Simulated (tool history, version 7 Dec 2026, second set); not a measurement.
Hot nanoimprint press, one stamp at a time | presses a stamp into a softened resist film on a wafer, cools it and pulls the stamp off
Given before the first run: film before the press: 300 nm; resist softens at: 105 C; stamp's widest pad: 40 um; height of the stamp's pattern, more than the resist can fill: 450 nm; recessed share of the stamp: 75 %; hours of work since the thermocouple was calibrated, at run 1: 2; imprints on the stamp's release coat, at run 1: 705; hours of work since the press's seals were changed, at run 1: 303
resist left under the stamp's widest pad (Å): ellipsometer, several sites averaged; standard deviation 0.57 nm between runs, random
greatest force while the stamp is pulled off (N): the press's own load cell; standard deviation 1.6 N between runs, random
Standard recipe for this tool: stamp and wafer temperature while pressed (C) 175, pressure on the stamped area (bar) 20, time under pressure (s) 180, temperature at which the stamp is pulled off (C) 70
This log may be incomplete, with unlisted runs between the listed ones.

| run | day | stamp and wafer temperature while pressed (C) | pressure on the stamped area (bar) | time under pressure (s) | temperature at which the stamp is pulled off (C) | hours of work since the thermocouple was calibrated | imprints on the stamp's release coat | hours of work since the press's seals were changed | resist left under the stamp's widest pad (Å) | greatest force while the stamp is pulled off (N) |
|---|---|---|---|---|---|---|---|---|---|---|
| 1 | 0 | 175 | 20 | 180 | 70 | 2 | 705 | 303 | 1595 | 149 |
| 2 | 0.996 | 175 | 20 | 180 | 70 | 12 | 770 | 313 | 1598 | 150 |
| 3 | 1.733 | 175 | 20 | 180 | 70 | 20 | 818 | 320 | 1593 | 151 |
| 4 | 2.512 | 175 | 20 | 180 | 70 | 28 | 868 | 328 | 1599 | 151 |
| 5 | 3.175 | 175 | 20 | 180 | 70 | 35 | 911 | 335 | 1596 | 149 |
| 6 | 4.175 | 175 | 20 | 180 | 70 | 45 | 976 | 346 | 1607 | 151 |
| 7 | 4.796 | 175 | 14.3 | 180 | 70 | 51 | 1017 | 352 | 1830 | 149 |
| 8 | 5.338 | 175 | 14.3 | 180 | 70 | 57 | 1052 | 357 | 1837 | 150 |
| 9 | 6.029 | 175 | 20 | 180 | 70 | 64 | 1097 | 365 | 1592 | 151 |
| 10 | 6.671 | 175 | 20 | 180 | 70 | 71 | 1139 | 371 | 1604 | 151 |
| 11 | 7.271 | 175 | 20 | 180 | 70 | 77 | 1178 | 377 | 1606 | 151 |
| 12 | 7.933 | 175 | 20 | 299 | 70 | 84 | 1220 | 384 | 1341 | 147 |
| 13 | 8.838 | 175 | 20 | 112 | 70 | 93 | 1279 | 393 | 1861 | 151 |
| 14 | 9.8 | 175 | 20 | 112 | 63 | 103 | 1342 | 403 | 1863 | 174 |
| 15 | 10.521 | 175 | 20 | 112 | 63 | 110 | 1389 | 411 | 1873 | 173 |
| 16 | 11.392 | 175 | 20 | 112 | 63 | 119 | 1445 | 420 | 1877 | 174 |
|  | 11.942 | stamp cleaned and given a new release coat |
| 17 | 12.096 | 170 | 31.2 | 180 | 70 | 124 | 9 | 424 | 1589 | 151 |
| 18 | 12.692 | 175 | 20 | 174 | 70 | 130 | 48 | 431 | 1646 | 154 |
| 19 | 13.438 | 176 | 15.8 | 227 | 62 | 138 | 97 | 438 | 1599 | 174 |
| 20 | 13.983 | 183 | 12.9 | 300 | 77 | 143 | 132 | 444 | 1251 | 129 |
| 21 | 14.488 | 182 | 27.2 | 300 | 77 | 149 | 165 | 449 | 881 | 128 |
| 22 | 14.954 | 182 | 23.6 | 300 | 56 | 153 | 195 | 454 | 953 | 188 |
| 23 | 15.671 | 175 | 20 | 99 | 66 | 161 | 242 | 461 | 1936 | 164 |
| 24 | 16.342 | 166 | 19.6 | 167 | 77 | 168 | 285 | 468 | 2213 | 131 |
| 25 | 16.846 | 175 | 22.9 | 180 | 72 | 173 | 318 | 473 | 1520 | 142 |
| 26 | 17.325 | 175 | 22.9 | 180 | 72 | 178 | 349 | 478 | 1520 | 144 |
| 27 | 17.988 | 167 | 16.2 | 180 | 70 | 185 | 392 | 485 | 2233 | 154 |
| 28 | 18.667 | 186 | 25.7 | 169 | 76 | 192 | 436 | 492 | 990 | 133 |
| 29 | 19.2 | 186 | 25.7 | 169 | 76 | 197 | 471 | 497 | 994 | 134 |

What if the next run were any one of these 3? Each begins from the tool's condition after run 29:
| A | 19.904 | 166 | 29.3 | 164 | 70 | 204 | 517 | 505 | ? | ? |
| B | 19.904 | 175 | 13.3 | 311 | 60 | 204 | 517 | 505 | ? | ? |
| C | 19.904 | 167 | 25.7 | 325 | 76 | 204 | 517 | 505 | ? | ? |

| run | resist left under the stamp's widest pad (Å) | greatest force while the stamp is pulled off (N) |
|---|---|---|
| A | 1958 | 147 |
| B | 1624 | 179 |
| C | 1610 | 133 |
Had the tool no hidden state, the same runs would have come out as:
| run | resist left under the stamp's widest pad (Å) | greatest force while the stamp is pulled off (N) |
|---|---|---|
| A | 1919 | 147 |
| B | 1592 | 178 |
| C | 1578 | 133 |

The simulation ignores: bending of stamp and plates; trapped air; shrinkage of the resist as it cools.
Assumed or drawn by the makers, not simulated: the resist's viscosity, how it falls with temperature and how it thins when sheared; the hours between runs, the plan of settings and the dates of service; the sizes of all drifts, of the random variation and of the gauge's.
